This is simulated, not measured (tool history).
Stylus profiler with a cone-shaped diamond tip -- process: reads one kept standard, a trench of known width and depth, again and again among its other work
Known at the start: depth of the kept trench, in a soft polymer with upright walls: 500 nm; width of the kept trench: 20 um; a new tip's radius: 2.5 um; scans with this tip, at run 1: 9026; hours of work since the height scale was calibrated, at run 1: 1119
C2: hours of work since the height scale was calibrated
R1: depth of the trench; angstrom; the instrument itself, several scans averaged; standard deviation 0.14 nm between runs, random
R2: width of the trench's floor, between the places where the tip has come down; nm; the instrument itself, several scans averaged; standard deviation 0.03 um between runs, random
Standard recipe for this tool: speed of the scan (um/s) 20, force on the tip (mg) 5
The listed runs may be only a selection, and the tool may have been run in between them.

{"run": 1, "hour": 0.0, "speed of the scan (um/s)": 20, "force on the tip (mg)": 5, "scans with this tip": 9026, "C2": 1119, "R1": 5119.4, "R2": 16140}
{"run": 2, "hour": 65.7, "speed of the scan (um/s)": 20, "force on the tip (mg)": 5, "scans with this tip": 9364, "C2": 1161, "R1": 5121.8, "R2": 16080}
{"run": 3, "hour": 127.6, "speed of the scan (um/s)": 20, "force on the tip (mg)": 5, "scans with this tip": 9683, "C2": 1200, "R1": 5121.9, "R2": 16030}
{"hour": 173.1, "done": "new tip fitted, height scale calibrated"}
{"run": 4, "hour": 202.5, "speed of the scan (um/s)": 20, "force on the tip (mg)": 5, "scans with this tip": 151, "C2": 19, "R1": 5112.9, "R2": 17000}
{"run": 5, "hour": 278.0, "speed of the scan (um/s)": 20, "force on the tip (mg)": 5, "scans with this tip": 540, "C2": 67, "R1": 5112.4, "R2": 16850}
{"run": 6, "hour": 350.3, "speed of the scan (um/s)": 20, "force on the tip (mg)": 5, "scans with this tip": 913, "C2": 113, "R1": 5111.9, "R2": 16830}
{"run": 7, "hour": 411.0, "speed of the scan (um/s)": 20, "force on the tip (mg)": 7.55, "scans with this tip": 1226, "C2": 152, "R1": 5146.4, "R2": 16860}
{"run": 8, "hour": 468.1, "speed of the scan (um/s)": 20, "force on the tip (mg)": 5.47, "scans with this tip": 1520, "C2": 188, "R1": 5116.8, "R2": 16770}
{"run": 9, "hour": 501.6, "speed of the scan (um/s)": 20, "force on the tip (mg)": 5, "scans with this tip": 1693, "C2": 210, "R1": 5112.9, "R2": 16780}
{"run": 10, "hour": 576.2, "speed of the scan (um/s)": 20, "force on the tip (mg)": 5, "scans with this tip": 2078, "C2": 258, "R1": 5116.6, "R2": 16750}
{"run": 11, "hour": 608.2, "speed of the scan (um/s)": 20, "force on the tip (mg)": 5, "scans with this tip": 2242, "C2": 278, "R1": 5114, "R2": 16700}
{"run": 12, "hour": 647.5, "speed of the scan (um/s)": 20, "force on the tip (mg)": 1.71, "scans with this tip": 2445, "C2": 303, "R1": 5056.9, "R2": 16700}
{"run": 13, "hour": 678.7, "speed of the scan (um/s)": 20, "force on the tip (mg)": 2.97, "scans with this tip": 2606, "C2": 323, "R1": 5083.4, "R2": 16670}
{"run": 14, "hour": 747.4, "speed of the scan (um/s)": 14, "force on the tip (mg)": 5, "scans with this tip": 2960, "C2": 367, "R1": 5114.6, "R2": 16700}
{"hour": 752.5, "done": "height scale calibrated on a step standard"}
{"run": 15, "hour": 819.2, "speed of the scan (um/s)": 14, "force on the tip (mg)": 5, "scans with this tip": 3327, "C2": 43, "R1": 5115.1, "R2": 16610}
{"run": 16, "hour": 891.9, "speed of the scan (um/s)": 20, "force on the tip (mg)": 5, "scans with this tip": 3702, "C2": 89, "R1": 5116.6, "R2": 16590}
{"run": 17, "hour": 924.2, "speed of the scan (um/s)": 20, "force on the tip (mg)": 5, "scans with this tip": 3868, "C2": 110, "R1": 5118.7, "R2": 16560}
{"run": 18, "hour": 956.1, "speed of the scan (um/s)": 14, "force on the tip (mg)": 5, "scans with this tip": 4033, "C2": 130, "R1": 5115.7, "R2": 16590}
{"run": 19, "hour": 1008.5, "speed of the scan (um/s)": 14, "force on the tip (mg)": 5, "scans with this tip": 4303, "C2": 163, "R1": 5117.4, "R2": 16560}
{"run": 20, "hour": 1068.8, "speed of the scan (um/s)": 14, "force on the tip (mg)": 5, "scans with this tip": 4614, "C2": 202, "R1": 5117.3, "R2": 16510}
{"run": 21, "hour": 1116.2, "speed of the scan (um/s)": 20, "force on the tip (mg)": 5, "scans with this tip": 4858, "C2": 232, "R1": 5116.6, "R2": 16470}
{"hour": 1123.2, "done": "height scale calibrated on a step standard, once more"}
{"run": 22, "hour": 1161.2, "speed of the scan (um/s)": 20, "force on the tip (mg)": 5, "scans with this tip": 5087, "C2": 24, "R1": 5114, "R2": 16470}
{"run": 23, "hour": 1203.7, "speed of the scan (um/s)": 26, "force on the tip (mg)": 5, "scans with this tip": 5306, "C2": 51, "R1": 5111.8, "R2": 16440}
{"run": 24, "hour": 1244.7, "speed of the scan (um/s)": 67, "force on the tip (mg)": 5, "scans with this tip": 5518, "C2": 78, "R1": 5111.9, "R2": 16280}
{"run": 25, "hour": 1320.8, "speed of the scan (um/s)": 25, "force on the tip (mg)": 2.4, "scans with this tip": 5910, "C2": 126, "R1": 5068.5, "R2": 16330}
{"run": 26, "hour": 1388.4, "speed of the scan (um/s)": 50, "force on the tip (mg)": 7.57, "scans with this tip": 6258, "C2": 169, "R1": 5146.4, "R2": 16310}
{"run": 27, "hour": 1450.3, "speed of the scan (um/s)": 50, "force on the tip (mg)": 7.57, "scans with this tip": 6577, "C2": 209, "R1": 5148.8, "R2": 16270}
{"run": 28, "hour": 1512.8, "speed of the scan (um/s)": 45, "force on the tip (mg)": 3.59, "scans with this tip": 6900, "C2": 249, "R1": 5092.8, "R2": 16200}
{"run": 29, "hour": 1589.2, "speed of the scan (um/s)": 19, "force on the tip (mg)": 4.01, "scans with this tip": 7294, "C2": 298, "R1": 5101.6, "R2": 16250}
{"run": 30, "hour": 1622.9, "speed of the scan (um/s)": 19, "force on the tip (mg)": 4.01, "scans with this tip": 7467, "C2": 319, "R1": 5097.1, "R2": 16260}
{"run": 31, "hour": 1662.9, "speed of the scan (um/s)": 19, "force on the tip (mg)": 4.01, "scans with this tip": 7673, "C2": 345, "R1": 5101.4, "R2": 16240}
{"run": 32, "hour": 1716.9, "speed of the scan (um/s)": 19, "force on the tip (mg)": 4.01, "scans with this tip": 7952, "C2": 379, "R1": 5101.5, "R2": 16170}
{"run": 33, "hour": 1760.1, "speed of the scan (um/s)": 19, "force on the tip (mg)": 1.82, "scans with this tip": 8174, "C2": 407, "R1": 5060.3, "R2": 16190}
{"run": 34, "hour": 1813.4, "speed of the scan (um/s)": 19, "force on the tip (mg)": 1.82, "scans with this tip": 8449, "C2": 441, "R1": 5061.4, "R2": 16130}
{"run": 35, "hour": 1884.3, "speed of the scan (um/s)": 34, "force on the tip (mg)": 2.72, "scans with this tip": 8814, "C2": 486, "R1": 5078.1, "R2": 16010}
{"run": 36, "hour": 1936.6, "speed of the scan (um/s)": 56, "force on the tip (mg)": 2.91, "scans with this tip": 9084, "C2": 520, "R1": 5083.9, "R2": 15960}
{"run": 37, "hour": 2006.4, "speed of the scan (um/s)": 23, "force on the tip (mg)": 1.85, "scans with this tip": 9444, "C2": 564, "R1": 5060.7, "R2": 15980}
{"run": 38, "hour": 2058.5, "speed of the scan (um/s)": 13, "force on the tip (mg)": 5.07, "scans with this tip": 9712, "C2": 597, "R1": 5117.7, "R2": 16070}
{"hour": 2102.1, "done": "new tip fitted, height scale calibrated"}
{"run": 39, "hour": 2119.6, "speed of the scan (um/s)": 79, "force on the tip (mg)": 6.57, "scans with this tip": 90, "C2": 11, "R1": 5130.3, "R2": 16840}
{"run": 40, "hour": 2180.8, "speed of the scan (um/s)": 79, "force on the tip (mg)": 5.82, "scans with this tip": 406, "C2": 50, "R1": 5122.6, "R2": 16730}
{"run": 41, "hour": 2223.1, "speed of the scan (um/s)": 69, "force on the tip (mg)": 3.58, "scans with this tip": 623, "C2": 77, "R1": 5089, "R2": 16760}
{"run": 42, "hour": 2261.5, "speed of the scan (um/s)": 69, "force on the tip (mg)": 3.58, "scans with this tip": 822, "C2": 102, "R1": 5089, "R2": 16730}
{"run": 43, "hour": 2307.9, "speed of the scan (um/s)": 69, "force on the tip (mg)": 13.19, "scans with this tip": 1060, "C2": 131, "R1": 5211.6, "R2": 16810}
{"run": 44, "hour": 2384.5, "speed of the scan (um/s)": 10, "force on the tip (mg)": 13.19, "scans with this tip": 1456, "C2": 180, "R1": 5211.4, "R2": 16820}
{"run": 45, "hour": 2426.1, "speed of the scan (um/s)": 8, "force on the tip (mg)": 2.46, "scans with this tip": 1670, "C2": 207, "R1": 5070.6, "R2": 16790}
{"run": 46, "hour": 2469.6, "speed of the scan (um/s)": 64, "force on the tip (mg)": 2.46, "scans with this tip": 1894, "C2": 235, "R1": 5071.4, "R2": 16610}

4 options for the next run, each taken on its own from the tool as it stands now. Forecast them:
{"run": "A", "hour": 2507.1, "speed of the scan (um/s)": 8, "force on the tip (mg)": 6.03, "scans with this tip": 2087, "C2": 259, "R1": "?", "R2": "?"}
{"run": "B", "hour": 2507.1, "speed of the scan (um/s)": 20, "force on the tip (mg)": 5.23, "scans with this tip": 2087, "C2": 259, "R1": "?", "R2": "?"}
{"run": "C", "hour": 2507.1, "speed of the scan (um/s)": 16, "force on the tip (mg)": 7.35, "scans with this tip": 2087, "C2": 259, "R1": "?", "R2": "?"}
{"run": "D", "hour": 2507.1, "speed of the scan (um/s)": 28, "force on the tip (mg)": 5, "scans with this tip": 2087, "C2": 259, "R1": "?", "R2": "?"}

run=A R1=5125.8 R2=16760
run=B R1=5115.4 R2=16730
run=C R1=5146.4 R2=16740
run=D R1=5111.2 R2=16680
With the hidden condition removed and each run's random variation left untouched, the same runs would have given:
run=A R1=5123.9 R2=16990
run=B R1=5113.5 R2=16960
run=C R1=5144.5 R2=16970
run=D R1=5109.4 R2=16910
